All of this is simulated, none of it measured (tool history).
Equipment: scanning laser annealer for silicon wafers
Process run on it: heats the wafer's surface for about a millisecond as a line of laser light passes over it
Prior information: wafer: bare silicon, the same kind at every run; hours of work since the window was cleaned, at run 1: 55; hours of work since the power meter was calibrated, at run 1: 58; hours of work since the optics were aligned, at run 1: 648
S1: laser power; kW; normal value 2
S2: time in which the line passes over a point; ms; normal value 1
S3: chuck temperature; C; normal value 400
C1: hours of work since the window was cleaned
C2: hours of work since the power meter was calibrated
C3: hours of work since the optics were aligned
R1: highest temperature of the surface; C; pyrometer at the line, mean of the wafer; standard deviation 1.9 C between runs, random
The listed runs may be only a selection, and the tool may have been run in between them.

run,day,S1,S2,S3,C1,C2,C3,R1
1,0,2,1,400,55,58,648,1212
2,0.971,1.784,1,400,66,68,659,1107
3,1.725,2,1,400,74,77,667,1207
4,2.425,2,1,404,82,84,675,1213
5,3.112,2,1,380,89,92,682,1188
6,4.038,2.063,1,400,99,102,692,1237
7,4.708,2.063,1,400,107,109,700,1237
# day 4.975: optics aligned, line set to its width
8,5.733,2.063,1.15,400,116,118,8,1302
9,6.742,2,0.8,400,127,129,19,1098
10,7.612,2,0.8,400,136,139,29,1101
11,8.421,2,0.8,400,145,148,38,1099
12,9.038,2,0.8,400,152,154,44,1099
# day 9.9: optics aligned, line set to its width, once more
13,9.9,2.036,0.75,363,159,161,0,1060
14,10.608,2,0.87,400,167,169,8,1140
15,11.821,2.097,0.87,373,180,182,21,1156
16,12.446,2.097,0.87,373,187,189,28,1156
17,13.308,2.044,1.11,400,196,199,37,1272

Difference, measured minus no-hidden-state, one row per run. Run-to-run variation is common to both terms; the gauge's own scatter need not be:
Hidden state at play: light that passes the window, % of a clean one's; laser's true power over the reading, %; width of the line over the set one, %; drift of the gauge itself on peak_c, C.
run,R1
1,-14
2,-13
3,-15
4,-17
5,-17
6,-20
7,-21
8,-29
9,-24
10,-25
11,-27
12,-27
13,-16
14,-18
15,-20
16,-21
17,-26

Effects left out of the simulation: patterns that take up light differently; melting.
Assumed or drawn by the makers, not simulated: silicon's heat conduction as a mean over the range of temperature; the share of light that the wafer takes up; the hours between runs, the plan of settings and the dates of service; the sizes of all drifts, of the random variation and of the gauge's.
